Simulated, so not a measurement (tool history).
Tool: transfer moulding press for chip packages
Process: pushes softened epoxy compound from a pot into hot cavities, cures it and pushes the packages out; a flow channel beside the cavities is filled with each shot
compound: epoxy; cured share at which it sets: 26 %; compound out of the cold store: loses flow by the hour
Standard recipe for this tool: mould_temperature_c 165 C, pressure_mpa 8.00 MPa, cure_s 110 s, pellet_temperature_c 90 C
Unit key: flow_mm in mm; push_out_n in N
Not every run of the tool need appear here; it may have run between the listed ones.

| run | hour | mould_temperature_c | pressure_mpa | cure_s | pellet_temperature_c | incoming compound's hours out of the cold store | flow_mm | push_out_n |
|---|---|---|---|---|---|---|---|---|
| 1 | 0.0 | 165 | 8.00 | 110 | 90 | 17.3 | 876 | 667 |
|  | 11.0 | cavities cleaned with cleaning compound and waxed |
| 2 | 25.9 | 165 | 8.00 | 110 | 90 | 39.5 | 743 | 475 |
| 3 | 37.0 | 165 | 8.00 | 96 | 90 | 11.5 | 892 | 760 |
| 4 | 54.5 | 165 | 8.00 | 110 | 83 | 13.3 | 894 | 621 |
| 5 | 67.7 | 165 | 8.00 | 110 | 83 | 39.5 | 745 | 605 |
| 6 | 83.8 | 165 | 8.00 | 110 | 90 | 11.9 | 890 | 670 |
| 7 | 94.1 | 165 | 8.00 | 110 | 90 | 43.8 | 714 | 629 |
|  | 110.8 | cavities cleaned with cleaning compound and waxed |
| 8 | 113.9 | 165 | 8.00 | 110 | 90 | 16.3 | 852 | 464 |
| 9 | 128.0 | 165 | 8.00 | 110 | 90 | 30.6 | 776 | 494 |
| 10 | 143.7 | 165 | 8.00 | 110 | 90 | 19.6 | 836 | 565 |
|  | 153.5 | plunger's sealing rings changed |
| 11 | 168.5 | 165 | 8.00 | 110 | 90 | 12.6 | 944 | 627 |
| 12 | 186.2 | 165 | 8.00 | 110 | 90 | 35.4 | 808 | 647 |
|  | 211.9 | cavities cleaned with cleaning compound and waxed |
| 13 | 212.0 | 165 | 7.93 | 110 | 90 | 40.3 | 771 | 423 |
| 14 | 234.8 | 165 | 7.93 | 110 | 90 | 18.3 | 889 | 547 |
| 15 | 247.7 | 165 | 7.93 | 110 | 90 | 16.5 | 900 | 586 |
| 16 | 271.2 | 165 | 7.08 | 110 | 90 | 10.8 | 885 | 651 |
| 17 | 290.1 | 159 | 6.00 | 97 | 82 | 20.5 | 772 | 1318 |
|  | 310.5 | cavities cleaned with cleaning compound and waxed |
| 18 | 314.8 | 159 | 6.00 | 97 | 89 | 8.9 | 833 | 907 |
| 19 | 338.4 | 159 | 6.00 | 97 | 89 | 25.2 | 741 | 1049 |
| 20 | 358.2 | 169 | 6.41 | 139 | 90 | 28.0 | 725 | 471 |
| 21 | 374.7 | 164 | 8.00 | 110 | 91 | 35.9 | 778 | 656 |
| 22 | 396.1 | 169 | 8.00 | 139 | 90 | 21.8 | 834 | 519 |
|  | 410.0 | cavities cleaned with cleaning compound and waxed |
| 23 | 411.0 | 169 | 8.00 | 139 | 90 | 20.4 | 842 | 332 |
|  | 423.6 | mould's thermocouples calibrated |
| 24 | 423.6 | 169 | 7.25 | 139 | 84 | 37.1 | 711 | 362 |
| 25 | 447.0 | 165 | 9.68 | 99 | 90 | 36.4 | 836 | 652 |
| 26 | 467.9 | 165 | 9.23 | 131 | 81 | 29.1 | 858 | 516 |
| 27 | 489.4 | 171 | 8.11 | 110 | 87 | 17.7 | 839 | 530 |
| 28 | 507.6 | 161 | 8.84 | 102 | 91 | 47.0 | 743 | 929 |

Consider 4 possible next runs. They are alternatives, not a sequence: every one starts from the tool as it was left by run 28. What does each give?
|  | 511.2 | cavities cleaned with cleaning compound and waxed |
| A | 522.0 | 169 | 8.00 | 149 | 97 | 30.9 | ? | ? |
|  | 511.2 | cavities cleaned with cleaning compound and waxed |
| B | 522.0 | 159 | 7.39 | 100 | 90 | 12.1 | ? | ? |
|  | 511.2 | cavities cleaned with cleaning compound and waxed |
| C | 522.0 | 173 | 6.24 | 110 | 91 | 43.8 | ? | ? |
|  | 511.2 | cavities cleaned with cleaning compound and waxed |
| D | 522.0 | 165 | 8.00 | 119 | 90 | 17.1 | ? | ? |

| run | flow_mm | push_out_n |
|---|---|---|
| A | 761 | 364 |
| B | 866 | 875 |
| C | 613 | 354 |
| D | 849 | 427 |
What these runs would have given with no unlogged condition in the tool:
| run | flow_mm | push_out_n |
|---|---|---|
| A | 825 | 325 |
| B | 937 | 772 |
| C | 663 | 315 |
| D | 919 | 379 |
